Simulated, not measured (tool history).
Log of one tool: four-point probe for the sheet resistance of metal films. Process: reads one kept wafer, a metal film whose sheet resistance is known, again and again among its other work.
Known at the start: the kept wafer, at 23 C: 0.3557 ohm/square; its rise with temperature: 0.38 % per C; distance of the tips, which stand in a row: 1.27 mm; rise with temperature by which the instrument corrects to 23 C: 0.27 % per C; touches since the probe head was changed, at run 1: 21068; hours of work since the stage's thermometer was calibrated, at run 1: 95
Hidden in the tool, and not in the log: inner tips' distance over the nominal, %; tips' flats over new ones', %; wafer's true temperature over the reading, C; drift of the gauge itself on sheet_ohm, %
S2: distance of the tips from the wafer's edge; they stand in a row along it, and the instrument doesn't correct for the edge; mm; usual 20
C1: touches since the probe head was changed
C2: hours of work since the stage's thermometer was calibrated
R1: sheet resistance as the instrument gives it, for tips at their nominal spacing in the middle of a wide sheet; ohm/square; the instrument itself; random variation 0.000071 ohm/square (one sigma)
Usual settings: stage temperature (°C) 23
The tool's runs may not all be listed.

Run 1, hour 0: usual settings; C1 21068; C2 95. Result: R1 0.355534 ohm/square.
Run 2, hour 30.4: usual settings but S2 4 mm; C1 21576; C2 114. Result: R1 0.373128 ohm/square.
Run 3, hour 51.3: usual settings but S2 10 mm; C1 21927; C2 127. Result: R1 0.357937 ohm/square.
Run 4, hour 82.3: usual settings but S2 40 mm; C1 22444; C2 147. Result: R1 0.354981 ohm/square.
Run 5, hour 117.4: usual settings; C1 23031; C2 169. Result: R1 0.355558 ohm/square.
Run 6, hour 151: usual settings but S2 56 mm; C1 23593; C2 190. Result: R1 0.355038 ohm/square.
Run 7, hour 174.4: usual settings; C1 23984; C2 205. Result: R1 0.355631 ohm/square.
Run 8, hour 210.4: usual settings; C1 24587; C2 228. Result: R1 0.355691 ohm/square.
Run 9, hour 251.5: usual settings; C1 25273; C2 254. Result: R1 0.355727 ohm/square.
Run 10, hour 276.4: usual settings; C1 25691; C2 270. Result: R1 0.355759 ohm/square.
Run 11, hour 316: usual settings but stage temperature (°C) 20; C1 26353; C2 295. Result: R1 0.354545 ohm/square.
Run 12, hour 335.1: usual settings; C1 26671; C2 307. Result: R1 0.355836 ohm/square.
Run 13, hour 353.5: usual settings; C1 26980; C2 319. Result: R1 0.355779 ohm/square.
Run 14, hour 383.4: usual settings; C1 27480; C2 338. Result: R1 0.35565 ohm/square.
Run 15, hour 404.6: usual settings; C1 27834; C2 351. Result: R1 0.355932 ohm/square.
Run 16, hour 437.5: usual settings; C1 28385; C2 372. Result: R1 0.35587 ohm/square.
Run 17, hour 474.8: usual settings but S2 4 mm; C1 29007; C2 396. Result: R1 0.373314 ohm/square.
Run 18, hour 504.3: usual settings but stage temperature (°C) 21, S2 4 mm; C1 29502; C2 415. Result: R1 0.372442 ohm/square.
Run 19, hour 545.4: usual settings but stage temperature (°C) 21, S2 4 mm; C1 30189; C2 441. Result: R1 0.372489 ohm/square.
Run 20, hour 566.5: usual settings but stage temperature (°C) 21, S2 4 mm; C1 30542; C2 454. Result: R1 0.372461 ohm/square.
Run 21, hour 607.1: usual settings; C1 31221; C2 480. Result: R1 0.355942 ohm/square.
Run 22, hour 636.1: usual settings; C1 31706; C2 498. Result: R1 0.35607 ohm/square.
Run 23, hour 656: usual settings; C1 32038; C2 511. Result: R1 0.355957 ohm/square.
Run 24, hour 689.8: usual settings; C1 32604; C2 533. Result: R1 0.355912 ohm/square.
Run 25, hour 708.7: usual settings; C1 32919; C2 544. Result: R1 0.356078 ohm/square.
Run 26, hour 742.9: usual settings but stage temperature (°C) 19, S2 42 mm; C1 33492; C2 566. Result: R1 0.35377 ohm/square.
Run 27, hour 778.7: usual settings but stage temperature (°C) 19, S2 42 mm; C1 34090; C2 589. Result: R1 0.353811 ohm/square.
Run 28, hour 816.5: usual settings but stage temperature (°C) 19, S2 39 mm; C1 34722; C2 613. Result: R1 0.353913 ohm/square.
Run 29, hour 855.8: usual settings but S2 10 mm; C1 35380; C2 638. Result: R1 0.358267 ohm/square.
Run 30, hour 885.4: usual settings but S2 10 mm; C1 35874; C2 657. Result: R1 0.358495 ohm/square.
Run 31, hour 919: usual settings but S2 10 mm; C1 36437; C2 678. Result: R1 0.358428 ohm/square.
Run 32, hour 948.4: usual settings but stage temperature (°C) 19, S2 10 mm; C1 36929; C2 697. Result: R1 0.35678 ohm/square.
Run 33, hour 978.1: usual settings but stage temperature (°C) 19, S2 10 mm; C1 37425; C2 716. Result: R1 0.356719 ohm/square.
Run 34, hour 1006.8: usual settings but stage temperature (°C) 24, S2 7 mm; C1 37905; C2 734. Result: R1 0.362018 ohm/square.
Run 35, hour 1037.6: usual settings but stage temperature (°C) 21, S2 47 mm; C1 38421; C2 753. Result: R1 0.354867 ohm/square.
Run 36, hour 1075: usual settings but stage temperature (°C) 28; C1 39045; C2 777. Result: R1 0.358399 ohm/square.
Run 37, hour 1114.7: usual settings but S2 11 mm; C1 39709; C2 802. Result: R1 0.357919 ohm/square.
Run 38, hour 1147.3: usual settings but S2 11 mm; C1 40255; C2 823. Result: R1 0.357997 ohm/square.
Run 39, hour 1186.8: usual settings but S2 13 mm; C1 40915; C2 848. Result: R1 0.35733 ohm/square.
Run 40, hour 1223.6: usual settings but stage temperature (°C) 21, S2 29 mm; C1 41531; C2 871. Result: R1 0.355029 ohm/square.
Run 41, hour 1240.7: usual settings but stage temperature (°C) 21, S2 29 mm; C1 41817; C2 882. Result: R1 0.355134 ohm/square.
Run 42, hour 1281.2: usual settings but stage temperature (°C) 21, S2 29 mm; C1 42494; C2 908. Result: R1 0.355159 ohm/square.
Run 43, hour 1304.1: usual settings but stage temperature (°C) 26, S2 64 mm; C1 42876; C2 923. Result: R1 0.356855 ohm/square.
Run 44, hour 1342.1: usual settings but stage temperature (°C) 26, S2 64 mm; C1 43513; C2 947. Result: R1 0.356923 ohm/square.
Run 45, hour 1377.9: usual settings but stage temperature (°C) 28; C1 44111; C2 969. Result: R1 0.35836 ohm/square.

Measured less the same run without the tool's hidden state. The same run-to-run variation is in both; the gauge's scatter may not be:
run         R1
  1  -0.000932
  2  -0.000954
  3  -0.000905
  4  -0.000879
  5  -0.000859
  6  -0.000836
  7  -0.000823
  8  -0.000801
  9  -0.000776
 10  -0.000761
 11   -0.00073
 12  -0.000722
 13   -0.00071
 14  -0.000692
 15  -0.000679
 16  -0.000659
 17  -0.000662
 18   -0.00064
 19  -0.000614
 20  -0.000599
 21  -0.000552
 22  -0.000534
 23   -0.00052
 24  -0.000501
 25   -0.00049
 26   -0.00046
 27  -0.000438
 28  -0.000415
 29    -0.0004
 30  -0.000381
 31  -0.000359
 32  -0.000333
 33  -0.000315
 34  -0.000308
 35  -0.000277
 36  -0.000267
 37  -0.000236
 38  -0.000215
 39   -0.00019
 40  -0.000163
 41  -0.000152
 42  -0.000125
 43  -0.000119
 44  -0.000095
 45  -0.000077
